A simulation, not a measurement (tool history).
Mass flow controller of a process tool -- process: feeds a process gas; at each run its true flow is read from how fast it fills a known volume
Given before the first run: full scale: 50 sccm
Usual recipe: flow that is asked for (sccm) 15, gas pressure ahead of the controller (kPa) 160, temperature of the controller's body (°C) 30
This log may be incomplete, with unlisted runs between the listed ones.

run,hour,flow that is asked for (sccm),gas pressure ahead of the controller (kPa),temperature of the controller's body (°C),true flow (%)
1,0.0,15,160,30,98.90
2,215.5,19,160,30,98.69
3,586.1,19,160,30,98.71
4,893.5,17,160,30,98.80
5,1195.2,17,160,30,98.79
6,1405.5,28,160,30,98.51
7,1769.9,15,171,30,98.83
8,2116.0,15,162,30,98.92
9,2453.5,15,162,30,98.97
10,2700.7,15,242,30,98.47
11,2958.6,15,242,30,98.46
12,3195.8,42,160,30,98.21
13,3574.8,42,160,30,98.41
14,3891.3,17,220,27,98.77
15,4215.9,40,256,34,97.04
16,4421.4,49,154,22,99.04
17,4635.5,49,154,22,99.07
# hour 4794.0: controller's zero set anew
18,4807.7,8,220,22,96.93
19,5034.3,39,203,25,97.30
20,5328.3,33,160,39,95.82
21,5520.0,33,160,39,95.86
22,5885.3,33,160,39,95.83

Here are 5 independent what-if runs from the current tool condition. What would each one return?
A,6200.8,34,160,30,?
B,6200.8,13,257,39,?
C,6200.8,14,160,38,?
D,6200.8,15,145,39,?
E,6200.8,14,147,39,?

run,true flow (%)
A,96.80
B,95.15
C,95.71
D,95.71
E,95.70
The same runs, with their run-to-run variation unchanged, on a tool lacking any hidden condition would have given:
run,true flow (%)
A,99.30
B,97.24
C,97.84
D,97.88
E,97.83
